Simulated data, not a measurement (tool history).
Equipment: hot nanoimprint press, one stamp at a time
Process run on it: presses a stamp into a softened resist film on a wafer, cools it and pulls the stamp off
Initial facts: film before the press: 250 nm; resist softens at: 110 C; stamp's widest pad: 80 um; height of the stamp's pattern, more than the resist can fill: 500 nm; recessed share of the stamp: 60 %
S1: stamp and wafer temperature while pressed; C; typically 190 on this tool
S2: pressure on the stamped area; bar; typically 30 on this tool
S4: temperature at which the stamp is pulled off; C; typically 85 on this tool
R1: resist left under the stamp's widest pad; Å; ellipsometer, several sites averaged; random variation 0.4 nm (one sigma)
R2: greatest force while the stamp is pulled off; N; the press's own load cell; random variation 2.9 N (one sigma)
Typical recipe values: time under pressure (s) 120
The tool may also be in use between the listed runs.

run 1 hour=0 | S1=190 S2=30 time_under_pressure_(s)=120 S4=85 | R1=1485 R2=182
run 2 hour=35 | S1=190 S2=30 time_under_pressure_(s)=120 S4=85 | R1=1491 R2=186
run 3 hour=77 | S1=190 S2=30 time_under_pressure_(s)=105 S4=85 | R1=1547 R2=182
run 4 hour=108.4 | S1=190 S2=30 time_under_pressure_(s)=105 S4=85 | R1=1537 R2=185
run 5 hour=145.6 | S1=190 S2=30 time_under_pressure_(s)=105 S4=85 | R1=1537 R2=186
run 6 hour=198.1 | S1=190 S2=30 time_under_pressure_(s)=120 S4=85 | R1=1475 R2=183
-- hour=225.3 stamp cleaned and given a new release coat
run 7 hour=238.7 | S1=190 S2=30 time_under_pressure_(s)=120 S4=85 | R1=1472 R2=185
run 8 hour=260 | S1=190 S2=44.2 time_under_pressure_(s)=120 S4=85 | R1=1250 R2=179
run 9 hour=298.1 | S1=190 S2=30 time_under_pressure_(s)=120 S4=82 | R1=1475 R2=188
run 10 hour=350.2 | S1=191 S2=30 time_under_pressure_(s)=120 S4=85 | R1=1423 R2=184
run 11 hour=388.4 | S1=191 S2=30 time_under_pressure_(s)=120 S4=85 | R1=1411 R2=182
run 12 hour=439.2 | S1=191 S2=30 time_under_pressure_(s)=120 S4=85 | R1=1417 R2=189
-- hour=449.1 stamp cleaned and given a new release coat
run 13 hour=479.1 | S1=191 S2=30 time_under_pressure_(s)=120 S4=85 | R1=1407 R2=181
run 14 hour=505.9 | S1=190 S2=22.9 time_under_pressure_(s)=120 S4=85 | R1=1609 R2=176
run 15 hour=556.9 | S1=190 S2=22.9 time_under_pressure_(s)=120 S4=85 | R1=1614 R2=177
run 16 hour=608.9 | S1=184 S2=18.2 time_under_pressure_(s)=122 S4=74 | R1=2002 R2=211
run 17 hour=634.8 | S1=179 S2=21.1 time_under_pressure_(s)=120 S4=76 | R1=2142 R2=201
-- hour=672.1 stamp cleaned and given a new release coat
run 18 hour=681.8 | S1=190 S2=27.1 time_under_pressure_(s)=122 S4=85 | R1=1500 R2=179
run 19 hour=710.2 | S1=190 S2=27.1 time_under_pressure_(s)=122 S4=85 | R1=1497 R2=183
run 20 hour=738.8 | S1=190 S2=27.1 time_under_pressure_(s)=122 S4=85 | R1=1495 R2=183
run 21 hour=764.8 | S1=190 S2=27.1 time_under_pressure_(s)=122 S4=85 | R1=1491 R2=184
run 22 hour=794.6 | S1=190 S2=27.1 time_under_pressure_(s)=122 S4=85 | R1=1504 R2=182
run 23 hour=823 | S1=190 S2=30 time_under_pressure_(s)=120 S4=81 | R1=1439 R2=193
-- hour=848.8 gauge calibrated
run 24 hour=849.9 | S1=191 S2=23.1 time_under_pressure_(s)=220 S4=91 | R1=1306 R2=174
-- hour=895.4 stamp cleaned and given a new release coat
run 25 hour=903.2 | S1=191 S2=23.1 time_under_pressure_(s)=220 S4=91 | R1=1307 R2=174
-- hour=945.5 press's hydraulic seals changed and the load cell set to zero
run 26 hour=962.5 | S1=189 S2=41.6 time_under_pressure_(s)=64 S4=85 | R1=1636 R2=185
-- hour=990.8 plate thermocouple calibrated
run 27 hour=1002.3 | S1=181 S2=43.4 time_under_pressure_(s)=173 S4=85 | R1=1613 R2=185
run 28 hour=1050.1 | S1=181 S2=43.4 time_under_pressure_(s)=167 S4=85 | R1=1625 R2=183

Below are 4 alternative next runs, each starting from the tool's condition after run 28. Predict each:
run A hour=1093.9 | S1=187 S2=30 time_under_pressure_(s)=103 S4=90 | R1=? R2=?
run B hour=1093.9 | S1=192 S2=46.2 time_under_pressure_(s)=67 S4=85 | R1=? R2=?
run C hour=1093.9 | S1=190 S2=31.4 time_under_pressure_(s)=107 S4=75 | R1=? R2=?
run D hour=1093.9 | S1=198 S2=43.4 time_under_pressure_(s)=99 S4=89 | R1=? R2=?

run=A R1=1707 R2=168
run=B R1=1388 R2=185
run=C R1=1498 R2=205
run=D R1=970 R2=176
With no hidden state in the tool, these same runs would have given:
run=A R1=1721 R2=167
run=B R1=1400 R2=183
run=C R1=1510 R2=203
run=D R1=978 R2=174
